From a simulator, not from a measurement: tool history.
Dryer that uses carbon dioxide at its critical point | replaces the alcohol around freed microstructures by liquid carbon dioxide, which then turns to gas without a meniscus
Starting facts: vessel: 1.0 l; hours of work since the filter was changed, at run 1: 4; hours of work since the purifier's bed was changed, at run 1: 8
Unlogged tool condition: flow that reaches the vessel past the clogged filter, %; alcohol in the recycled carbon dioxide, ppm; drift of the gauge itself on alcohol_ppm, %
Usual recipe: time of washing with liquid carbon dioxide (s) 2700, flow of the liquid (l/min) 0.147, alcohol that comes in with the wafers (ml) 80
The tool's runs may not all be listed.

run,hour,time of washing with liquid carbon dioxide (s),flow of the liquid (l/min),alcohol that comes in with the wafers (ml),hours of work since the filter was changed,hours of work since the purifier's bed was changed,alcohol left in the vessel before it's heated (ppm by volume)
1,0,2700,0.147,80,4,8,762
2,27.2,2700,0.147,76,15,19,730
3,56.6,2700,0.114,80,27,31,2347
4,75.7,2700,0.147,80,35,39,825
5,95.7,2700,0.147,80,43,47,890
6,112.9,2700,0.147,80,51,54,875
7,141,2700,0.147,80,62,66,916
8,167.4,2700,0.147,80,73,77,910
9,190.7,2700,0.147,80,83,87,981
10,212.5,2700,0.147,80,92,96,1023
11,229.4,2700,0.147,80,99,103,1005
12,252.7,2700,0.116,80,108,112,2649
13,265.4,2700,0.116,80,114,118,2600
14,289.2,2700,0.116,80,124,128,2676
15,306.5,3540,0.147,25,131,135,121
16,327.3,3540,0.147,25,139,143,113
17,356.1,2700,0.147,45,151,155,673
18,368.4,1920,0.204,80,156,160,1141
# hour 383.2: inlet filter changed
19,391.3,2700,0.131,37,3,170,649
20,413.9,2280,0.17,26,13,179,328
21,437.5,1620,0.124,71,22,189,7070
22,451.3,1620,0.124,71,28,194,7265
23,466,1620,0.124,71,34,201,7200
24,492.7,1620,0.124,71,45,212,7234
25,518.6,2040,0.104,80,56,222,7487
26,532.4,2040,0.104,80,62,228,7301
27,548.4,2040,0.104,80,68,235,7509
28,561.9,2700,0.147,38,74,240,504

Below are 4 alternative next runs, each starting from the tool's condition after run 28. Predict each:
A,575.1,2700,0.09,21,80,246,?
B,575.1,2700,0.109,80,80,246,?
C,575.1,4200,0.088,23,80,246,?
D,575.1,2700,0.231,26,80,246,?

run,alcohol left in the vessel before it's heated (ppm by volume)
A,1554
B,3104
C,447
D,80
The same runs, with their run-to-run variation unchanged, on a tool lacking any hidden condition would have given:
run,alcohol left in the vessel before it's heated (ppm by volume)
A,1319
B,2604
C,322
D,22

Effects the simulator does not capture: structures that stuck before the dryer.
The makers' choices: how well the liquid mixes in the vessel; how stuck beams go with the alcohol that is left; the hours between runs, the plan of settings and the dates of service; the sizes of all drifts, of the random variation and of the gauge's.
